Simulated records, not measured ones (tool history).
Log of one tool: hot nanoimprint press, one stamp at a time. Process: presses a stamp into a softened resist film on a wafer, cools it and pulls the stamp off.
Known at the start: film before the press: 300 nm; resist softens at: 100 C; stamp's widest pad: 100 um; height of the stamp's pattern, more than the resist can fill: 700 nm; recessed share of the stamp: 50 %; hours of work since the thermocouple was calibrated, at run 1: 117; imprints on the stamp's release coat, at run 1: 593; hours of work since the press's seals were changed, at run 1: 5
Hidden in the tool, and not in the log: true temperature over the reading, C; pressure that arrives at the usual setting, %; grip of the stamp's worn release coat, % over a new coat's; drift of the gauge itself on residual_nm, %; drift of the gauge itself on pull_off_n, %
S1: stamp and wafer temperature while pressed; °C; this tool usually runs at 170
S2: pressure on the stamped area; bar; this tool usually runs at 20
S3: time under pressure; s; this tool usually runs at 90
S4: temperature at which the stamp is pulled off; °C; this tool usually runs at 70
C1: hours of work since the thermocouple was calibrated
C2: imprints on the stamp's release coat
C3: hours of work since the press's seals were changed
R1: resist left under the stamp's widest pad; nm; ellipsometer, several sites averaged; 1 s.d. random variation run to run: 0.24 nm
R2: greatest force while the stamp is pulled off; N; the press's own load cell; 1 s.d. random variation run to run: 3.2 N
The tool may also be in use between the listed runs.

run,day,S1,S2,S3,S4,C1,C2,C3,R1,R2
1,0,170,20,90,70,117,593,5,153.5,180
2,0.546,170,20,90,70,124,641,11,153.8,184
3,0.988,170,20,90,70,129,679,16,153.9,184
4,1.258,170,20,49,70,132,703,19,186.4,186
5,1.554,170,20,134,70,136,729,23,134.5,187
6,2.1,170,20,134,70,142,777,29,134.7,186
# day 2.958: stamp cleaned and given a new release coat
7,2.958,170,20,90,70,149,0,36,154.7,177
8,3.575,170,20,90,70,156,54,43,155.6,174
9,3.967,170,20,90,69,161,88,48,155.9,188
10,4.575,170,20,90,69,168,141,55,155.7,187
11,5.017,170,20,90,60,173,180,60,156,199
12,5.329,170,20,90,70,177,207,64,155.5,185
13,5.842,170,20,90,70,183,252,70,156.2,180
14,6.142,170,20,165,70,186,278,73,125.9,187
15,6.783,170,20,165,70,194,335,81,126.4,174
16,7.421,170,20,165,73,201,390,88,126.9,183
17,7.983,165,20,61,67,208,440,95,200.5,189
18,8.312,165,23.9,138,67,212,468,99,143.7,186
19,8.896,165,12.5,161,67,218,519,106,183,184
20,9.296,161,25.2,161,60,223,554,110,150.7,204
# day 9.912: gauge calibrated
21,9.912,161,26.1,80,73,230,608,117,181,173
22,10.304,180,23.6,67,65,235,643,122,121,195
23,10.721,181,23.6,71,65,240,679,127,115.7,192
24,11.088,166,23.6,77,65,244,711,131,167.2,192
25,11.679,166,27.4,77,65,251,763,138,157.2,192
26,11.946,166,27.4,77,65,254,786,141,157.3,199
27,12.25,168,16.1,160,74,257,813,145,148.6,174
# day 12.692: stamp cleaned and given a new release coat
28,12.95,161,23.9,90,56,263,23,150,182.9,216
29,13.408,172,23.9,93,66,268,63,155,133.4,194
30,13.767,172,23.9,93,66,272,95,160,133.1,197

Predict each of these 3 candidate next runs independently; none follows another, all start after run 30:
A,14.221,176,23.9,93,66,278,134,165,?,?
B,14.221,170,20,145,77,278,134,165,?,?
C,14.221,177,27.9,93,69,278,134,165,?,?

run,R1,R2
A,119.7,192
B,131.2,170
C,107.7,183
Without the tool's hidden state the same runs would have given:
run,R1,R2
A,118.2,192
B,129.6,170
C,106.4,183
